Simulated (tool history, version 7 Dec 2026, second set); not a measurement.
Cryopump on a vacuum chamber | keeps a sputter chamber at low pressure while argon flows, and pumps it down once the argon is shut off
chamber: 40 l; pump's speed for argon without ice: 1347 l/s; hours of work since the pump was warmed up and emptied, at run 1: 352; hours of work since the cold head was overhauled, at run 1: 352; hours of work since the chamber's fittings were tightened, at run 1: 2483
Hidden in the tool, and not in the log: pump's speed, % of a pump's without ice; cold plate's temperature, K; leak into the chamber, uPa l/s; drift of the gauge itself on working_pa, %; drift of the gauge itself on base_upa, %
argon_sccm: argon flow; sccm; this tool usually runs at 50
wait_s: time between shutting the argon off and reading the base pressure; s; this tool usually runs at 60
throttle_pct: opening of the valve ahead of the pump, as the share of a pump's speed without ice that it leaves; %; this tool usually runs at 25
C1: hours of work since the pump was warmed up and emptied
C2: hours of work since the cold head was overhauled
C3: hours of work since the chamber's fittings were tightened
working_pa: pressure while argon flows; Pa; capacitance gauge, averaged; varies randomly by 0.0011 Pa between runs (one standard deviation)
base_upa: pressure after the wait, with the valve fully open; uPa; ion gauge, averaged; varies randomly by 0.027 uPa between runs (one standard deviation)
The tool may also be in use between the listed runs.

Run 1, hour 0: usual settings; C1 352; C2 352; C3 2483. Result: working_pa 0.258 Pa, base_upa 1.5 uPa.
Run 2, hour 23.7: usual settings; C1 363; C2 363; C3 2494. Result: working_pa 0.258 Pa, base_upa 1.57 uPa.
Run 3, hour 38.4: usual settings but throttle_pct 23 %; C1 369; C2 369; C3 2500. Result: working_pa 0.2806 Pa, base_upa 1.56 uPa.
Run 4, hour 61.9: usual settings but throttle_pct 23 %; C1 380; C2 380; C3 2511. Result: working_pa 0.2778 Pa, base_upa 1.61 uPa.
Run 5, hour 84.7: usual settings but throttle_pct 23 %; C1 390; C2 390; C3 2521. Result: working_pa 0.2794 Pa, base_upa 1.6 uPa.
Run 6, hour 104.5: usual settings but wait_s 240 s; C1 399; C2 399; C3 2530. Result: working_pa 0.2583 Pa, base_upa 0.79 uPa.
Run 7, hour 119.2: usual settings but wait_s 240 s; C1 405; C2 405; C3 2536. Result: working_pa 0.2576 Pa, base_upa 0.8 uPa.
Run 8, hour 132.9: usual settings; C1 411; C2 411; C3 2542. Result: working_pa 0.2567 Pa, base_upa 1.56 uPa.
Run 9, hour 157.9: usual settings; C1 423; C2 423; C3 2553. Result: working_pa 0.2584 Pa, base_upa 1.55 uPa.
Run 10, hour 179.5: usual settings; C1 432; C2 432; C3 2563. Result: working_pa 0.2566 Pa, base_upa 1.55 uPa.
Run 11, hour 198: usual settings but argon_sccm 32 sccm; C1 440; C2 440; C3 2571. Result: working_pa 0.1662 Pa, base_upa 1.55 uPa.
Run 12, hour 219.1: usual settings but argon_sccm 32 sccm; C1 450; C2 450; C3 2580. Result: working_pa 0.1661 Pa, base_upa 1.55 uPa.
Run 13, hour 237.8: usual settings but argon_sccm 23 sccm, wait_s 183 s, throttle_pct 40 %; C1 458; C2 458; C3 2589. Result: working_pa 0.0762 Pa, base_upa 0.87 uPa.
Run 14, hour 259.1: usual settings but argon_sccm 23 sccm, wait_s 183 s, throttle_pct 40 %; C1 467; C2 467; C3 2598. Result: working_pa 0.0764 Pa, base_upa 0.87 uPa.
Run 15, hour 283: usual settings but argon_sccm 65 sccm, wait_s 69 s, throttle_pct 29 %; C1 478; C2 478; C3 2609. Result: working_pa 0.2894 Pa, base_upa 1.44 uPa.
Run 16, hour 301.9: usual settings but wait_s 53 s, throttle_pct 32 %; C1 486; C2 486; C3 2617. Result: working_pa 0.2044 Pa, base_upa 1.76 uPa.
Run 17, hour 324.7: usual settings but wait_s 53 s, throttle_pct 32 %; C1 497; C2 497; C3 2627. Result: working_pa 0.2043 Pa, base_upa 1.69 uPa.
Run 18, hour 342.2: usual settings but wait_s 53 s, throttle_pct 32 %; C1 504; C2 504; C3 2635. Result: working_pa 0.2057 Pa, base_upa 1.73 uPa.
Run 19, hour 355.1: usual settings but argon_sccm 37 sccm, wait_s 53 s, throttle_pct 50 %; C1 510; C2 510; C3 2641. Result: working_pa 0.0991 Pa, base_upa 1.69 uPa.
Run 20, hour 376.3: usual settings but throttle_pct 18 %; C1 519; C2 519; C3 2650. Result: working_pa 0.3539 Pa, base_upa 1.58 uPa.
Run 21, hour 392.9: usual settings but argon_sccm 62 sccm, wait_s 161 s, throttle_pct 60 %; C1 527; C2 527; C3 2658. Result: working_pa 0.1398 Pa, base_upa 0.97 uPa.
Run 22, hour 407.5: usual settings but argon_sccm 75 sccm, wait_s 21 s, throttle_pct 19 %; C1 533; C2 533; C3 2664. Result: working_pa 0.5084 Pa, base_upa 3.52 uPa.
Run 23, hour 422.2: usual settings but wait_s 39 s; C1 540; C2 540; C3 2671. Result: working_pa 0.259 Pa, base_upa 2.2 uPa.

Each row is a separate what-if for the run after 23, all from the same tool condition, not one after another. Results?
Run A, hour 441.9: usual settings but argon_sccm 25 sccm, wait_s 62 s; C1 549; C2 549; C3 2679. Result: working_pa ?, base_upa ?.
Run B, hour 441.9: usual settings but argon_sccm 41 sccm, wait_s 20 s, throttle_pct 34 %; C1 549; C2 549; C3 2679. Result: working_pa ?, base_upa ?.
Run C, hour 441.9: usual settings but argon_sccm 53 sccm, wait_s 167 s, throttle_pct 42 %; C1 549; C2 549; C3 2679. Result: working_pa ?, base_upa ?.

run  working_pa  base_upa
  A      0.1309      1.54
  B       0.158      3.61
  C      0.1685      0.92
Take away the tool's hidden state, keep each run's random variation, and the runs would have read:
run  working_pa  base_upa
  A      0.1261      1.21
  B      0.1502      3.27
  C      0.1584      0.59

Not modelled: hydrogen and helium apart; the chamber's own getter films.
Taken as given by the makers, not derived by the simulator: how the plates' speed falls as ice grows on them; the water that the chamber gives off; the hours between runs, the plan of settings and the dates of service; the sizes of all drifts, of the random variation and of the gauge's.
